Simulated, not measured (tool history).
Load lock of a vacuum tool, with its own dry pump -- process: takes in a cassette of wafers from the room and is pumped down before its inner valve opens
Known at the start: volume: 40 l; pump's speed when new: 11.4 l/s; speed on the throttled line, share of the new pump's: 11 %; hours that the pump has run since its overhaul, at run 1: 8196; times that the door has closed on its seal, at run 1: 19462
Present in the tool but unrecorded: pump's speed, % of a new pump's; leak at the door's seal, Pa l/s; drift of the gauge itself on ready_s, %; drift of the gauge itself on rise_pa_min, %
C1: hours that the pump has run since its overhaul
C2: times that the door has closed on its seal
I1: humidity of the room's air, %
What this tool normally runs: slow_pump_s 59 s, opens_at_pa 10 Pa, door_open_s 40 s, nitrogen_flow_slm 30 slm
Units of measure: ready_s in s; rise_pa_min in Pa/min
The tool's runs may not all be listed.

{"run": 1, "hour": 0.0, "slow_pump_s": 59, "opens_at_pa": 10, "door_open_s": 40, "nitrogen_flow_slm": 30, "C1": 8196, "C2": 19462, "I1": 41.9, "ready_s": 86.6, "rise_pa_min": 0.235}
{"run": 2, "hour": 156.4, "slow_pump_s": 71, "opens_at_pa": 10, "door_open_s": 40, "nitrogen_flow_slm": 30, "C1": 8353, "C2": 20161, "I1": 47.8, "ready_s": 97.7, "rise_pa_min": 0.249}
{"run": 3, "hour": 315.0, "slow_pump_s": 71, "opens_at_pa": 10, "door_open_s": 40, "nitrogen_flow_slm": 30, "C1": 8511, "C2": 20869, "I1": 44.1, "ready_s": 97.0, "rise_pa_min": 0.259}
{"run": 4, "hour": 401.5, "slow_pump_s": 59, "opens_at_pa": 8, "door_open_s": 40, "nitrogen_flow_slm": 30, "C1": 8598, "C2": 21256, "I1": 44.2, "ready_s": 87.4, "rise_pa_min": 0.267}
{"run": 5, "hour": 596.3, "slow_pump_s": 59, "opens_at_pa": 8, "door_open_s": 40, "nitrogen_flow_slm": 30, "C1": 8793, "C2": 22127, "I1": 48.1, "ready_s": 88.0, "rise_pa_min": 0.286}
{"hour": 749.8, "done": "door's seal changed, seat wiped"}
{"run": 6, "hour": 749.8, "slow_pump_s": 59, "opens_at_pa": 8, "door_open_s": 40, "nitrogen_flow_slm": 30, "C1": 8945, "C2": 0, "I1": 44.3, "ready_s": 87.9, "rise_pa_min": 0.02}
{"run": 7, "hour": 900.6, "slow_pump_s": 59, "opens_at_pa": 10, "door_open_s": 40, "nitrogen_flow_slm": 30, "C1": 9096, "C2": 674, "I1": 44.4, "ready_s": 87.5, "rise_pa_min": 0.016}
{"run": 8, "hour": 994.2, "slow_pump_s": 59, "opens_at_pa": 10, "door_open_s": 40, "nitrogen_flow_slm": 30, "C1": 9189, "C2": 1092, "I1": 45.6, "ready_s": 87.5, "rise_pa_min": 0.025}
{"run": 9, "hour": 1194.4, "slow_pump_s": 59, "opens_at_pa": 10, "door_open_s": 40, "nitrogen_flow_slm": 30, "C1": 9389, "C2": 1986, "I1": 47.6, "ready_s": 87.0, "rise_pa_min": 0.031}
{"run": 10, "hour": 1309.3, "slow_pump_s": 59, "opens_at_pa": 10, "door_open_s": 40, "nitrogen_flow_slm": 30, "C1": 9504, "C2": 2500, "I1": 46.5, "ready_s": 87.1, "rise_pa_min": 0.034}
{"run": 11, "hour": 1487.9, "slow_pump_s": 59, "opens_at_pa": 10, "door_open_s": 40, "nitrogen_flow_slm": 30, "C1": 9683, "C2": 3298, "I1": 43.4, "ready_s": 87.0, "rise_pa_min": 0.032}
{"run": 12, "hour": 1692.9, "slow_pump_s": 59, "opens_at_pa": 10, "door_open_s": 40, "nitrogen_flow_slm": 30, "C1": 9888, "C2": 4214, "I1": 46.3, "ready_s": 87.0, "rise_pa_min": 0.036}
{"run": 13, "hour": 1828.4, "slow_pump_s": 59, "opens_at_pa": 10, "door_open_s": 40, "nitrogen_flow_slm": 30, "C1": 10023, "C2": 4819, "I1": 44.9, "ready_s": 87.4, "rise_pa_min": 0.053}
{"run": 14, "hour": 1916.1, "slow_pump_s": 59, "opens_at_pa": 10, "door_open_s": 40, "nitrogen_flow_slm": 30, "C1": 10111, "C2": 5212, "I1": 46.7, "ready_s": 87.1, "rise_pa_min": 0.048}
{"run": 15, "hour": 2029.1, "slow_pump_s": 59, "opens_at_pa": 10, "door_open_s": 40, "nitrogen_flow_slm": 30, "C1": 10224, "C2": 5716, "I1": 46.9, "ready_s": 87.3, "rise_pa_min": 0.06}
{"run": 16, "hour": 2169.1, "slow_pump_s": 43, "opens_at_pa": 14, "door_open_s": 208, "nitrogen_flow_slm": 17, "C1": 10364, "C2": 6342, "I1": 42.2, "ready_s": 72.1, "rise_pa_min": 0.085}
{"run": 17, "hour": 2369.3, "slow_pump_s": 43, "opens_at_pa": 14, "door_open_s": 208, "nitrogen_flow_slm": 17, "C1": 10564, "C2": 7237, "I1": 43.3, "ready_s": 72.0, "rise_pa_min": 0.095}
{"run": 18, "hour": 2476.0, "slow_pump_s": 43, "opens_at_pa": 11, "door_open_s": 110, "nitrogen_flow_slm": 17, "C1": 10671, "C2": 7714, "I1": 45.1, "ready_s": 72.6, "rise_pa_min": 0.09}
{"run": 19, "hour": 2664.3, "slow_pump_s": 59, "opens_at_pa": 11, "door_open_s": 44, "nitrogen_flow_slm": 30, "C1": 10859, "C2": 8555, "I1": 46.2, "ready_s": 86.9, "rise_pa_min": 0.081}
{"run": 20, "hour": 2844.0, "slow_pump_s": 42, "opens_at_pa": 14, "door_open_s": 37, "nitrogen_flow_slm": 30, "C1": 11039, "C2": 9358, "I1": 46.3, "ready_s": 70.9, "rise_pa_min": 0.086}
{"run": 21, "hour": 3040.6, "slow_pump_s": 42, "opens_at_pa": 15, "door_open_s": 37, "nitrogen_flow_slm": 30, "C1": 11235, "C2": 10237, "I1": 44.4, "ready_s": 70.6, "rise_pa_min": 0.105}
{"run": 22, "hour": 3221.1, "slow_pump_s": 42, "opens_at_pa": 15, "door_open_s": 37, "nitrogen_flow_slm": 30, "C1": 11416, "C2": 11043, "I1": 43.2, "ready_s": 70.7, "rise_pa_min": 0.111}
{"run": 23, "hour": 3355.8, "slow_pump_s": 59, "opens_at_pa": 10, "door_open_s": 201, "nitrogen_flow_slm": 8, "C1": 11551, "C2": 11645, "I1": 46.9, "ready_s": 87.7, "rise_pa_min": 0.152}
{"run": 24, "hour": 3552.4, "slow_pump_s": 59, "opens_at_pa": 10, "door_open_s": 201, "nitrogen_flow_slm": 8, "C1": 11747, "C2": 12524, "I1": 45.4, "ready_s": 87.7, "rise_pa_min": 0.165}
{"run": 25, "hour": 3668.8, "slow_pump_s": 59, "opens_at_pa": 10, "door_open_s": 26, "nitrogen_flow_slm": 16, "C1": 11864, "C2": 13044, "I1": 42.9, "ready_s": 87.3, "rise_pa_min": 0.136}
{"run": 26, "hour": 3764.9, "slow_pump_s": 107, "opens_at_pa": 11, "door_open_s": 40, "nitrogen_flow_slm": 6, "C1": 11960, "C2": 13473, "I1": 45.0, "ready_s": 130.3, "rise_pa_min": 0.155}
{"run": 27, "hour": 3875.1, "slow_pump_s": 32, "opens_at_pa": 10, "door_open_s": 40, "nitrogen_flow_slm": 30, "C1": 12070, "C2": 13966, "I1": 46.1, "ready_s": 64.0, "rise_pa_min": 0.152}

Subtracting, for every run, the result it would have given without the tool's unlogged condition from the measured result gives the following. The same run-to-run variation enters both numbers; the gauge's scatter may not:
run=1 ready_s=+1.8 rise_pa_min=+0.211
run=2 ready_s=+1.7 rise_pa_min=+0.225
run=3 ready_s=+1.8 rise_pa_min=+0.240
run=4 ready_s=+1.9 rise_pa_min=+0.248
run=5 ready_s=+1.9 rise_pa_min=+0.265
run=6 ready_s=+2.0 rise_pa_min=+0.001
run=7 ready_s=+1.9 rise_pa_min=+0.003
run=8 ready_s=+2.0 rise_pa_min=+0.005
run=9 ready_s=+2.0 rise_pa_min=+0.009
run=10 ready_s=+2.0 rise_pa_min=+0.012
run=11 ready_s=+2.1 rise_pa_min=+0.017
run=12 ready_s=+2.1 rise_pa_min=+0.023
run=13 ready_s=+2.2 rise_pa_min=+0.028
run=14 ready_s=+2.2 rise_pa_min=+0.032
run=15 ready_s=+2.2 rise_pa_min=+0.036
run=16 ready_s=+2.2 rise_pa_min=+0.042
run=17 ready_s=+2.2 rise_pa_min=+0.051
run=18 ready_s=+2.5 rise_pa_min=+0.055
run=19 ready_s=+2.2 rise_pa_min=+0.063
run=20 ready_s=+2.3 rise_pa_min=+0.072
run=21 ready_s=+2.4 rise_pa_min=+0.082
run=22 ready_s=+2.5 rise_pa_min=+0.092
run=23 ready_s=+2.6 rise_pa_min=+0.100
run=24 ready_s=+2.6 rise_pa_min=+0.110
run=25 ready_s=+2.6 rise_pa_min=+0.121
run=26 ready_s=+2.0 rise_pa_min=+0.128
run=27 ready_s=+2.9 rise_pa_min=+0.136
